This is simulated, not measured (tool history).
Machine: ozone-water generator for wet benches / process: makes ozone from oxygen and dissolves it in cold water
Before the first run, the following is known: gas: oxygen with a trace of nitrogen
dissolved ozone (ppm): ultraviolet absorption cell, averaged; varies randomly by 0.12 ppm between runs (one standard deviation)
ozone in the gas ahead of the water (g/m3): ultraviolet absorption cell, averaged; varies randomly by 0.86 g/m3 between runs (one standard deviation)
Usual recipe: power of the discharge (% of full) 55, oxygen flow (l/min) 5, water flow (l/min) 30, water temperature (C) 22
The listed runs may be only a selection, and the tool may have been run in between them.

run,hour,power of the discharge (% of full),oxygen flow (l/min),water flow (l/min),water temperature (C),dissolved ozone (ppm),ozone in the gas ahead of the water (g/m3)
1,0,55,5,30,22,9.9,137
2,45.2,55,5,38,22,7.6,137.1
3,90.6,55,4.34,30,22,9.5,151.5
4,121.9,55,4.34,30,22,9.9,151.4
5,161.9,55,2.54,30,22,9.3,212.5
6,192.4,55,3.05,30,22,9.6,189
7,237.6,55,3.05,30,22,9.6,189.3
8,270.4,55,3.05,30,22,9.4,187.1
9,294.4,55,3.05,30,22,9.5,188.9
10,331.5,55,3.05,30,22,9.4,188.5
11,377.4,55,3.05,30,22,9.4,187.6
12,411.7,55,3.05,30,22,9.4,189.9
# hour 414.1: water thermometer calibrated
13,445.6,59,6.96,46,27,6.2,114.9
14,470.6,55,5.48,36,22,8.1,129.2
15,506.4,47,2.86,26,22,10,177.5
# hour 528.6: water thermometer calibrated, once more
16,545.8,47,2.86,26,22,9.9,177.3

For run 17, what comes out?
17,588.8,94,5.06,22,14,?,?

Run 17 gave dissolved ozone (ppm) 19.9, ozone in the gas ahead of the water (g/m3) 190.5.
Take away the tool's hidden state, keep the run-to-run variation as it was, and the same run would have given dissolved ozone (ppm) 22, ozone in the gas ahead of the water (g/m3) 198.8.
